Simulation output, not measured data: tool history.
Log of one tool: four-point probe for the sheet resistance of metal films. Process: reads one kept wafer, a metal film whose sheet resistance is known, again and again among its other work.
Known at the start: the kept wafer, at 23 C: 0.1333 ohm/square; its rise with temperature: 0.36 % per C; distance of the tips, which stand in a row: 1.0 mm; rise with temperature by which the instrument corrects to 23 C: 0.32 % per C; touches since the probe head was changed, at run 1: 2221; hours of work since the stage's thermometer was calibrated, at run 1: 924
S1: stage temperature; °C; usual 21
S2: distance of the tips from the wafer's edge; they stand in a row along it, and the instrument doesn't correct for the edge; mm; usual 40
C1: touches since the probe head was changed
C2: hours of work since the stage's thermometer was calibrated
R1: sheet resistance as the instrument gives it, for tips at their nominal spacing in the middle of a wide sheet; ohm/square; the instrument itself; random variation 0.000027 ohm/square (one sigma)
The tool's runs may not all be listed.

| run | hour | S1 | S2 | C1 | C2 | R1 |
|---|---|---|---|---|---|---|
| 1 | 0.0 | 21 | 40 | 2221 | 924 | 0.133016 |
| 2 | 41.9 | 21 | 40 | 3857 | 943 | 0.133030 |
| 3 | 90.2 | 21 | 40 | 5741 | 965 | 0.133109 |
| 4 | 119.3 | 23 | 40 | 6874 | 979 | 0.133228 |
| 5 | 165.8 | 23 | 40 | 8688 | 1000 | 0.133235 |
| 6 | 197.9 | 23 | 6 | 9943 | 1015 | 0.135214 |
| 7 | 229.3 | 23 | 6 | 11165 | 1029 | 0.135139 |
| 8 | 259.1 | 23 | 6 | 12328 | 1043 | 0.135196 |
| 9 | 291.7 | 23 | 6 | 13598 | 1058 | 0.135180 |
| 10 | 336.3 | 23 | 6 | 15339 | 1078 | 0.135214 |
| 11 | 367.4 | 23 | 6 | 16551 | 1093 | 0.135238 |
| 12 | 408.5 | 23 | 6 | 18155 | 1111 | 0.135258 |
| 13 | 458.7 | 23 | 6 | 20113 | 1135 | 0.135277 |
| 14 | 512.0 | 20 | 29 | 22194 | 1159 | 0.133268 |
| 15 | 561.3 | 33 | 13 | 24117 | 1182 | 0.134225 |
| 16 | 604.6 | 33 | 13 | 25805 | 1202 | 0.134261 |
| 17 | 632.4 | 32 | 20 | 26889 | 1214 | 0.134068 |
| 18 | 679.5 | 18 | 58 | 28727 | 1236 | 0.133181 |
| 19 | 724.3 | 22 | 10 | 30475 | 1257 | 0.134137 |
| 20 | 777.7 | 21 | 68 | 32558 | 1281 | 0.133312 |
| 21 | 801.6 | 19 | 19 | 33490 | 1292 | 0.133525 |

Hidden state or all else? Some run-to-run changes of R1, split into what the settings, what came in and random variation would give without the hidden state, and what is left for the hidden state (with any gauge scatter that isn't in both results):
The hidden state here: inner tips' distance over the nominal, %; tips' flats over new ones', %; wafer's true temperature over the reading, C; drift of the gauge itself on sheet_ohm, %.
Run 5 -> 6: S2 40 -> 6. R1 +0.001979 ohm/square: hidden state +0.000013, all else +0.001966.
Run 13 -> 14: S1 23 -> 20, S2 6 -> 29. R1 -0.002009 ohm/square: hidden state +0.000024, all else -0.002033.
Run 14 -> 15: S1 20 -> 33, S2 29 -> 13. R1 +0.000957 ohm/square: hidden state +0.000033, all else +0.000924.
Run 18 -> 19: S1 18 -> 22, S2 58 -> 10. R1 +0.000956 ohm/square: hidden state +0.000027, all else +0.000929.

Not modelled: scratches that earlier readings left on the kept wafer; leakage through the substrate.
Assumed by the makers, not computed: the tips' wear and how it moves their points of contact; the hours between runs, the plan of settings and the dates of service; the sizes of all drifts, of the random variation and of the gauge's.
